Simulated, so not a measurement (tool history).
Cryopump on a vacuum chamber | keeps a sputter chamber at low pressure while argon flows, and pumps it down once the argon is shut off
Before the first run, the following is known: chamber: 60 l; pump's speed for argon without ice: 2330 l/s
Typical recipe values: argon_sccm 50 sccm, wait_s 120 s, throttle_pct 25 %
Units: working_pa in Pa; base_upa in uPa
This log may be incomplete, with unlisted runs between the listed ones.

run,day,argon_sccm,wait_s,throttle_pct,working_pa,base_upa
1,0.000,50,120,25,0.1467,1.51
2,0.808,50,120,25,0.1469,1.50
3,2.658,50,120,25,0.1470,1.57
4,4.458,50,24,25,0.1478,2.26
5,5.912,50,24,25,0.1487,2.22
6,6.696,50,24,25,0.1489,2.29
7,8.250,50,88,25,0.1475,1.61
8,9.388,49,152,30,0.1211,1.60
9,10.396,49,152,30,0.1212,1.58
10,11.408,50,96,25,0.1485,1.74
11,12.367,50,150,26,0.1423,1.59
12,13.638,72,25,21,0.2550,2.25
13,14.400,72,25,21,0.2559,2.26

Alternative continuations, all from the tool just after run 13; predict every row:
A,16.029,72,25,56,?,?
B,16.029,86,25,29,?,?
C,16.029,40,42,22,?,?
D,16.029,81,165,23,?,?

run,working_pa,base_upa
A,0.0983,2.28
B,0.2223,2.29
C,0.1356,1.96
D,0.2610,1.64
With the hidden condition removed and each run's random variation left untouched, the same runs would have given:
run,working_pa,base_upa
A,0.0923,0.90
B,0.2152,0.92
C,0.1323,0.59
D,0.2543,0.24
